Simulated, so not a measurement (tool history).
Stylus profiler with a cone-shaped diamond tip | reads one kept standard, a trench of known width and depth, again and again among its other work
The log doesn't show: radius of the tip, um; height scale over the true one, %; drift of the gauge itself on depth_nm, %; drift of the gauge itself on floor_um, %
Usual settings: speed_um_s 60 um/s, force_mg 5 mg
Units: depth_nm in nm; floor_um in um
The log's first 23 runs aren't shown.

| run | hour | speed_um_s | force_mg | scans with this tip | hours of work since the height scale was calibrated | depth_nm | floor_um |
|---|---|---|---|---|---|---|---|
| 24 | 706.5 | 33 | 6.11 | 9283 | 852 | 512.54 | 25.57 |
| 25 | 748.7 | 58 | 6.11 | 9597 | 881 | 512.51 | 25.49 |
| 26 | 775.1 | 41 | 10.13 | 9794 | 899 | 517.49 | 25.6 |
| 27 | 818 | 27 | 1.75 | 10114 | 928 | 505.45 | 25.53 |
| 28 | 843.7 | 27 | 1.75 | 10306 | 946 | 505.43 | 25.54 |
| 29 | 865.9 | 213 | 6.93 | 10471 | 961 | 513.75 | 25.19 |
| 30 | 893 | 78 | 5.45 | 10673 | 979 | 511.56 | 25.48 |
| 31 | 932.7 | 15 | 4.59 | 10969 | 1006 | 510.34 | 25.58 |
| 32 | 960.3 | 38 | 2.04 | 11174 | 1025 | 506.06 | 25.48 |
| 33 | 1000 | 38 | 2.04 | 11470 | 1052 | 506.07 | 25.45 |
| 34 | 1033.8 | 38 | 2.04 | 11722 | 1076 | 506.12 | 25.47 |
| 35 | 1077.7 | 143 | 5 | 12049 | 1106 | 510.99 | 25.27 |
| 36 | 1110.2 | 121 | 3.76 | 12291 | 1128 | 509 | 25.3 |
|  | 1118.2 | height scale calibrated on a step standard |
| 37 | 1152.9 | 121 | 3.76 | 12606 | 24 | 508.96 | 25.28 |
| 38 | 1181.3 | 121 | 2.48 | 12818 | 43 | 506.79 | 25.22 |
| 39 | 1219.3 | 43 | 3.09 | 13101 | 69 | 507.91 | 25.48 |
| 40 | 1238.1 | 17 | 3.77 | 13241 | 82 | 509.25 | 25.54 |
|  | 1272.1 | new tip fitted, height scale calibrated |
| 41 | 1274.7 | 17 | 3.77 | 19 | 2 | 509.24 | 25.6 |
| 42 | 1308.8 | 21 | 5 | 274 | 25 | 510.93 | 25.6 |
| 43 | 1352.3 | 30 | 7.44 | 598 | 55 | 514.32 | 25.59 |
| 44 | 1372 | 74 | 2.32 | 745 | 68 | 506.65 | 25.38 |
| 45 | 1392.6 | 74 | 2.32 | 899 | 82 | 506.44 | 25.39 |
| 46 | 1427.5 | 74 | 2.32 | 1159 | 106 | 506.54 | 25.37 |

Forecast each of these 4 alternatives for the next run:
| A | 1463 | 16 | 5.43 | 1423 | 131 | ? | ? |
| B | 1463 | 65 | 4.82 | 1423 | 131 | ? | ? |
| C | 1463 | 110 | 2.63 | 1423 | 131 | ? | ? |
| D | 1463 | 58 | 5.28 | 1423 | 131 | ? | ? |

| run | depth_nm | floor_um |
|---|---|---|
| A | 511.43 | 25.56 |
| B | 510.78 | 25.5 |
| C | 507.17 | 25.23 |
| D | 511.3 | 25.47 |
Without the tool's hidden state the same runs would have given:
| run | depth_nm | floor_um |
|---|---|---|
| A | 511.43 | 25.56 |
| B | 510.78 | 25.51 |
| C | 507.17 | 25.24 |
| D | 511.3 | 25.48 |

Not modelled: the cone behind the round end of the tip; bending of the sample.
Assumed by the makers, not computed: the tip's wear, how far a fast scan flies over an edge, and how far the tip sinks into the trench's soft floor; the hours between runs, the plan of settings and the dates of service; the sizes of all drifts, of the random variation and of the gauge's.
